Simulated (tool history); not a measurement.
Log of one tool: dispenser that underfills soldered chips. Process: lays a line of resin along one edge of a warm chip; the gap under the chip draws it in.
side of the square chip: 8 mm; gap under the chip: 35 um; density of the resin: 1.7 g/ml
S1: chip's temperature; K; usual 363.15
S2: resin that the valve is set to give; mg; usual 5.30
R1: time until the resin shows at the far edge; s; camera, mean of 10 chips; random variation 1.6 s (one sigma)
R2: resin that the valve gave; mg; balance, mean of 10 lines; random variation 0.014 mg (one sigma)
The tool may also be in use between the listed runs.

| run | hour | S1 | S2 | R1 | R2 |
|---|---|---|---|---|---|
| 1 | 0.0 | 363.15 | 5.30 | 238.2 | 5.22 |
| 2 | 3.6 | 363.15 | 5.30 | 286.9 | 5.22 |
| 3 | 8.3 | 377.15 | 5.30 | 231.6 | 5.21 |
|  | 9.9 | new syringe of resin |
| 4 | 13.0 | 377.15 | 5.30 | 114.9 | 5.20 |
| 5 | 15.6 | 377.15 | 5.30 | 135.3 | 5.20 |
| 6 | 18.9 | 363.15 | 6.16 | 258.6 | 6.02 |
| 7 | 23.1 | 363.15 | 6.16 | 333.0 | 6.04 |
|  | 26.4 | new syringe of resin |
| 8 | 26.4 | 363.15 | 6.16 | 154.6 | 6.03 |
| 9 | 29.6 | 363.15 | 4.89 | 190.9 | 4.77 |
| 10 | 34.4 | 363.15 | 4.89 | 258.3 | 4.78 |
| 11 | 37.6 | 363.15 | 4.89 | 307.5 | 4.77 |
| 12 | 42.1 | 365.15 | 5.30 | 361.1 | 5.16 |
|  | 43.4 | new syringe of resin |
| 13 | 46.8 | 350.15 | 5.30 | 317.4 | 5.13 |
| 14 | 50.2 | 350.15 | 6.68 | 376.5 | 6.51 |
| 15 | 55.1 | 350.15 | 6.68 | 497.7 | 6.49 |
| 16 | 58.4 | 350.15 | 6.68 | 606.4 | 6.48 |
|  | 60.1 | new syringe of resin |
| 17 | 62.4 | 376.15 | 6.70 | 109.5 | 6.51 |
| 18 | 65.6 | 365.15 | 6.41 | 194.3 | 6.21 |
| 19 | 70.8 | 365.15 | 6.41 | 258.8 | 6.18 |
| 20 | 74.5 | 365.15 | 6.41 | 320.3 | 6.19 |
|  | 76.9 | new syringe of resin |
| 21 | 79.6 | 377.15 | 4.77 | 115.7 | 4.58 |
| 22 | 84.8 | 360.15 | 6.72 | 265.6 | 6.47 |
| 23 | 89.2 | 352.15 | 6.59 | 460.6 | 6.35 |
|  | 93.6 | new syringe of resin |
| 24 | 94.5 | 361.15 | 5.30 | 182.9 | 5.09 |
| 25 | 98.0 | 366.15 | 6.40 | 177.7 | 6.15 |
|  | 99.9 | dispensing valve cleaned and set on the balance |
| 26 | 102.4 | 353.15 | 5.60 | 360.0 | 5.58 |
| 27 | 105.6 | 356.15 | 5.09 | 395.3 | 5.05 |
| 28 | 108.7 | 359.15 | 6.80 | 401.2 | 6.78 |
|  | 111.1 | new syringe of resin |
| 29 | 111.6 | 359.15 | 6.80 | 179.5 | 6.75 |

The same runs without the tool's hidden state, with the same run-to-run variation:
The hidden state here: resin's viscosity, % of fresh resin's; dose that the valve gives, % of what is set; true chip temperature over the reading, C; drift of the gauge itself on fill_s, %; drift of the gauge itself on given_mg, %.
| run | R1 | R2 |
|---|---|---|
| 1 | 159.2 | 5.29 |
| 2 | 156.4 | 5.30 |
| 3 | 96.2 | 5.30 |
| 4 | 95.4 | 5.29 |
| 5 | 96.8 | 5.29 |
| 6 | 153.8 | 6.14 |
| 7 | 154.7 | 6.16 |
| 8 | 154.1 | 6.15 |
| 9 | 157.7 | 4.88 |
| 10 | 161.8 | 4.89 |
| 11 | 159.9 | 4.89 |
| 12 | 145.0 | 5.30 |
| 13 | 258.7 | 5.27 |
| 14 | 253.2 | 6.69 |
| 15 | 252.6 | 6.68 |
| 16 | 254.0 | 6.68 |
| 17 | 96.9 | 6.71 |
| 18 | 142.7 | 6.41 |
| 19 | 140.9 | 6.39 |
| 20 | 140.5 | 6.40 |
| 21 | 98.4 | 4.75 |
| 22 | 168.7 | 6.71 |
| 23 | 227.7 | 6.59 |
| 24 | 170.7 | 5.29 |
| 25 | 136.1 | 6.40 |
| 26 | 228.8 | 5.60 |
| 27 | 208.4 | 5.07 |
| 28 | 176.5 | 6.82 |
| 29 | 177.5 | 6.80 |
